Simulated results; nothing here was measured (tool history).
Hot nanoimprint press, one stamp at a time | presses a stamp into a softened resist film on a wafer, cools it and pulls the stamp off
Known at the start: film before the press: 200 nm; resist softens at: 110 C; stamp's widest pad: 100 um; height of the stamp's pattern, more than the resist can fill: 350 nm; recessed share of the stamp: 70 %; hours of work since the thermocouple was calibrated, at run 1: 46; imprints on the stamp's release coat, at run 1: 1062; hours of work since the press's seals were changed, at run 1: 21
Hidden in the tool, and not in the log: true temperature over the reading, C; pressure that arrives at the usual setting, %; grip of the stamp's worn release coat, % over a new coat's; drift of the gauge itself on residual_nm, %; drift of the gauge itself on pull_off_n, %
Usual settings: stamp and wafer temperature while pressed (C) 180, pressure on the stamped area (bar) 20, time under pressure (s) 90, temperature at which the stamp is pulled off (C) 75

run,day,stamp and wafer temperature while pressed (C),pressure on the stamped area (bar),time under pressure (s),temperature at which the stamp is pulled off (C),hours of work since the thermocouple was calibrated,imprints on the stamp's release coat,hours of work since the press's seals were changed,resist left under the stamp's widest pad (Å),greatest force while the stamp is pulled off (N)
1,0,180,20,90,75,46,1062,21,944,130
2,1.158,180,20,90,75,60,1145,35,940,135
3,2.296,180,20,90,70,74,1227,49,941,144
4,3.05,180,20,90,70,84,1281,58,940,143
# day 4.408: stamp cleaned and given a new release coat
5,4.604,180,20,90,70,100,14,75,940,113
6,5.4,180,20,90,61,109,71,84,936,127
7,6.121,180,20,90,61,118,123,93,937,131
8,7.192,180,20,90,61,131,199,106,934,136
9,8.321,184,14.9,174,73,145,280,120,700,115
# day 8.562: plate thermocouple calibrated
10,9.258,184,13.6,174,73,9,338,130,729,116
11,10.012,180,22.5,90,82,18,392,140,875,100
12,10.862,180,22.5,90,82,28,453,150,876,102
13,12.062,171,22.5,81,69,43,539,165,1338,125
14,13.379,188,24.3,73,69,59,633,181,630,129
15,14.104,170,20,115,75,68,685,190,1315,122

Forecast each of these 5 alternatives for the next run:
# day 15.104: plate thermocouple calibrated, once more
A,15.146,169,20,90,74,0,751,201,?,?
# day 15.104: plate thermocouple calibrated, once more
B,15.146,170,20,69,75,0,751,201,?,?
# day 15.104: plate thermocouple calibrated, once more
C,15.146,189,20,97,75,0,751,201,?,?
# day 15.104: plate thermocouple calibrated, once more
D,15.146,189,29.7,90,75,0,751,201,?,?
# day 15.104: plate thermocouple calibrated, once more
E,15.146,170,15.5,81,64,0,751,201,?,?

run,resist left under the stamp's widest pad (Å),greatest force while the stamp is pulled off (N)
A,1505,124
B,1539,122
C,623,124
D,520,123
E,1589,141
Without the tool's hidden state the same runs would have given:
run,resist left under the stamp's widest pad (Å),greatest force while the stamp is pulled off (N)
A,1498,108
B,1532,107
C,618,108
D,515,108
E,1584,123

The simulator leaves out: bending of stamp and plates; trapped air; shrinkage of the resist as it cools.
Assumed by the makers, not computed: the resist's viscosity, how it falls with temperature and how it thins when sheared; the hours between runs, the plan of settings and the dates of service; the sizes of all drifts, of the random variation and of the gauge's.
